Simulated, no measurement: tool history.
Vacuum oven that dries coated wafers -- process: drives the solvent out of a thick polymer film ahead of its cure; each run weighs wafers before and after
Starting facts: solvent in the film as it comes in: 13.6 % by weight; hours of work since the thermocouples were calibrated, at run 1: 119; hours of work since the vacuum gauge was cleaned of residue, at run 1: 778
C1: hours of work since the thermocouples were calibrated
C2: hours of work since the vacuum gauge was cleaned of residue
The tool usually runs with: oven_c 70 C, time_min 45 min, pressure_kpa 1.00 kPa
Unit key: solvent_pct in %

{"run": 1, "hour": 0.0, "oven_c": 70, "time_min": 45, "pressure_kpa": 1.0, "C1": 119, "C2": 778, "solvent_pct": 1.31}
{"run": 2, "hour": 36.3, "oven_c": 70, "time_min": 45, "pressure_kpa": 1.0, "C1": 144, "C2": 802, "solvent_pct": 1.29}
{"run": 3, "hour": 81.2, "oven_c": 70, "time_min": 76, "pressure_kpa": 1.0, "C1": 175, "C2": 833, "solvent_pct": 1.03}
{"run": 4, "hour": 130.9, "oven_c": 70, "time_min": 45, "pressure_kpa": 1.0, "C1": 209, "C2": 867, "solvent_pct": 1.34}
{"run": 5, "hour": 169.4, "oven_c": 70, "time_min": 45, "pressure_kpa": 1.0, "C1": 235, "C2": 894, "solvent_pct": 1.34}
{"run": 6, "hour": 220.2, "oven_c": 70, "time_min": 35, "pressure_kpa": 1.0, "C1": 270, "C2": 929, "solvent_pct": 1.74}
{"run": 7, "hour": 263.8, "oven_c": 70, "time_min": 45, "pressure_kpa": 1.0, "C1": 300, "C2": 958, "solvent_pct": 1.33}
{"run": 8, "hour": 311.8, "oven_c": 70, "time_min": 45, "pressure_kpa": 1.0, "C1": 333, "C2": 991, "solvent_pct": 1.34}
{"run": 9, "hour": 343.6, "oven_c": 70, "time_min": 45, "pressure_kpa": 1.0, "C1": 355, "C2": 1013, "solvent_pct": 1.35}
{"hour": 347.3, "done": "vacuum gauge cleaned of residue and calibrated"}
{"run": 10, "hour": 391.8, "oven_c": 70, "time_min": 45, "pressure_kpa": 1.0, "C1": 387, "C2": 30, "solvent_pct": 1.11}
{"run": 11, "hour": 445.1, "oven_c": 70, "time_min": 45, "pressure_kpa": 1.0, "C1": 423, "C2": 67, "solvent_pct": 1.12}
{"run": 12, "hour": 482.7, "oven_c": 70, "time_min": 45, "pressure_kpa": 1.0, "C1": 449, "C2": 93, "solvent_pct": 1.13}
{"run": 13, "hour": 523.2, "oven_c": 70, "time_min": 45, "pressure_kpa": 1.0, "C1": 477, "C2": 121, "solvent_pct": 1.1}
{"run": 14, "hour": 564.7, "oven_c": 70, "time_min": 45, "pressure_kpa": 1.0, "C1": 505, "C2": 149, "solvent_pct": 1.12}
{"run": 15, "hour": 595.1, "oven_c": 70, "time_min": 23, "pressure_kpa": 1.0, "C1": 526, "C2": 170, "solvent_pct": 2.55}
{"run": 16, "hour": 629.5, "oven_c": 70, "time_min": 23, "pressure_kpa": 1.0, "C1": 550, "C2": 193, "solvent_pct": 2.57}
{"run": 17, "hour": 672.7, "oven_c": 70, "time_min": 23, "pressure_kpa": 1.0, "C1": 579, "C2": 223, "solvent_pct": 2.58}
{"run": 18, "hour": 720.5, "oven_c": 70, "time_min": 23, "pressure_kpa": 1.0, "C1": 612, "C2": 256, "solvent_pct": 2.57}
{"run": 19, "hour": 752.3, "oven_c": 61, "time_min": 40, "pressure_kpa": 1.67, "C1": 634, "C2": 278, "solvent_pct": 3.86}
{"run": 20, "hour": 803.4, "oven_c": 61, "time_min": 34, "pressure_kpa": 0.62, "C1": 669, "C2": 313, "solvent_pct": 3.46}
{"run": 21, "hour": 840.4, "oven_c": 57, "time_min": 72, "pressure_kpa": 0.98, "C1": 694, "C2": 338, "solvent_pct": 2.63}
{"run": 22, "hour": 894.6, "oven_c": 57, "time_min": 72, "pressure_kpa": 0.98, "C1": 731, "C2": 375, "solvent_pct": 2.64}
{"run": 23, "hour": 939.5, "oven_c": 59, "time_min": 50, "pressure_kpa": 3.54, "C1": 762, "C2": 406, "solvent_pct": 5.75}
{"run": 24, "hour": 973.8, "oven_c": 65, "time_min": 45, "pressure_kpa": 1.0, "C1": 786, "C2": 430, "solvent_pct": 1.98}
{"run": 25, "hour": 1026.6, "oven_c": 74, "time_min": 50, "pressure_kpa": 1.0, "C1": 822, "C2": 466, "solvent_pct": 0.83}
{"run": 26, "hour": 1081.6, "oven_c": 74, "time_min": 50, "pressure_kpa": 1.0, "C1": 860, "C2": 503, "solvent_pct": 0.8}
{"run": 27, "hour": 1112.5, "oven_c": 59, "time_min": 24, "pressure_kpa": 1.16, "C1": 881, "C2": 525, "solvent_pct": 5.83}
{"run": 28, "hour": 1140.5, "oven_c": 55, "time_min": 29, "pressure_kpa": 1.16, "C1": 900, "C2": 544, "solvent_pct": 6.42}
{"run": 29, "hour": 1173.8, "oven_c": 55, "time_min": 44, "pressure_kpa": 1.35, "C1": 923, "C2": 567, "solvent_pct": 5.19}
{"run": 30, "hour": 1207.9, "oven_c": 55, "time_min": 44, "pressure_kpa": 1.35, "C1": 946, "C2": 590, "solvent_pct": 5.19}
{"run": 31, "hour": 1247.3, "oven_c": 70, "time_min": 45, "pressure_kpa": 0.99, "C1": 973, "C2": 617, "solvent_pct": 1.22}
{"run": 32, "hour": 1284.2, "oven_c": 64, "time_min": 45, "pressure_kpa": 1.91, "C1": 999, "C2": 642, "solvent_pct": 2.99}
{"run": 33, "hour": 1335.1, "oven_c": 67, "time_min": 65, "pressure_kpa": 1.28, "C1": 1033, "C2": 677, "solvent_pct": 1.42}
{"run": 34, "hour": 1390.2, "oven_c": 67, "time_min": 65, "pressure_kpa": 1.28, "C1": 1071, "C2": 715, "solvent_pct": 1.45}
{"run": 35, "hour": 1430.1, "oven_c": 82, "time_min": 45, "pressure_kpa": 0.65, "C1": 1099, "C2": 742, "solvent_pct": 0.4}

3 ways to go on from here, each from the tool as it stands after run 35. What would each give?
{"run": "A", "hour": 1469.0, "oven_c": 70, "time_min": 65, "pressure_kpa": 2.49, "C1": 1125, "C2": 769, "solvent_pct": "?"}
{"run": "B", "hour": 1469.0, "oven_c": 73, "time_min": 45, "pressure_kpa": 1.88, "C1": 1125, "C2": 769, "solvent_pct": "?"}
{"run": "C", "hour": 1469.0, "oven_c": 57, "time_min": 45, "pressure_kpa": 1.0, "C1": 1125, "C2": 769, "solvent_pct": "?"}

run=A solvent_pct=2.08
run=B solvent_pct=1.54
run=C solvent_pct=4.12
Had the tool no hidden state, the same runs would have come out as:
run=A solvent_pct=1.94
run=B solvent_pct=1.41
run=C solvent_pct=4.04
